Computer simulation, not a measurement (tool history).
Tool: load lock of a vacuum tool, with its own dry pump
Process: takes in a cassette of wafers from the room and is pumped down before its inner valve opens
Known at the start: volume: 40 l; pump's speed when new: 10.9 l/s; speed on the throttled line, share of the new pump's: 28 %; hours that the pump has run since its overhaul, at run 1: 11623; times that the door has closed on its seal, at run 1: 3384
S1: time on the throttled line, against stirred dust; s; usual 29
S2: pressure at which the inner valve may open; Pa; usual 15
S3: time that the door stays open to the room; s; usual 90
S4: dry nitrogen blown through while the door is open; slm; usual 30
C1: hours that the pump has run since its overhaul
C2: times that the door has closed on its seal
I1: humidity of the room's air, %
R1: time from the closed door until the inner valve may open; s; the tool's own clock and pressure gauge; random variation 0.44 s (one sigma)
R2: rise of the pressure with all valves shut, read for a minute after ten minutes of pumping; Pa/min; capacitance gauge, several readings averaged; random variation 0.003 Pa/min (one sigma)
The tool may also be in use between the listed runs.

run	hour	S1	S2	S3	S4	C1	C2	I1	R1	R2
1	0	29	15	90	30	11623	3384	43.5	60.3	0.039
2	330.8	29	15	90	30	11953	3904	43.2	59.9	0.044
3	557	30	15	90	30	12180	4259	44.3	61.2	0.039
4	903.8	30	15	90	30	12527	4804	44.2	60.6	0.041
5	1165.1	29	28	90	30	12788	5215	45.5	57.6	0.042
6	1462.6	29	23	90	30	13085	5682	43.2	58.9	0.045
7	1646.5	29	22	90	30	13269	5971	46.6	58.9	0.052
8	1819.1	29	25	90	30	13442	6242	44.1	57.6	0.046
9	1964	29	15	90	30	13587	6470	43.6	61.2	0.045
10	2150	29	15	90	30	13773	6762	41.1	61.9	0.048
11	2374.4	29	15	90	30	13997	7114	42.9	61.8	0.047
12	2681.9	29	15	90	30	14305	7597	45.9	62.2	0.055
13	2870.7	29	21	90	11	14493	7894	46.9	59.9	0.078
14	3220.3	29	29	225	11	14843	8443	45.4	58.8	0.107
15	3433.6	50	15	90	16	15056	8778	45.2	76	0.066
16	3631.9	29	12	90	30	15255	9090	45.6	64	0.054
17	3860.4	54	15	28	30	15483	9449	45.8	77.9	0.046
18	4034.8	36	18	28	30	15657	9723	43.3	66.8	0.048
# hour 4217.9: dry pump taken out, an overhauled one fitted
19	4360.6	36	18	28	16	143	10225	47.1	57.5	0.047
20	4569.8	41	30	83	11	352	10554	49.1	59.1	0.078
21	4721.4	17	14	182	30	503	10792	44.5	45.6	0.079
22	4979.4	37	15	90	30	761	11197	41.9	59.4	0.053

Forecast each of these 4 alternatives for the next run:
A	5184	18	16	90	30	966	11519	43.6	?	?
B	5184	40	15	136	30	966	11519	44.6	?	?
C	5184	29	17	40	8	966	11519	45.5	?	?
D	5184	37	15	97	20	966	11519	44.6	?	?

run	R1	R2
A	46.1	0.061
B	61.5	0.066
C	53.5	0.066
D	60.4	0.068
Without the tool's hidden state the same runs would have given:
run	R1	R2
A	45.5	0.032
B	61	0.038
C	52.9	0.037
D	59.9	0.038
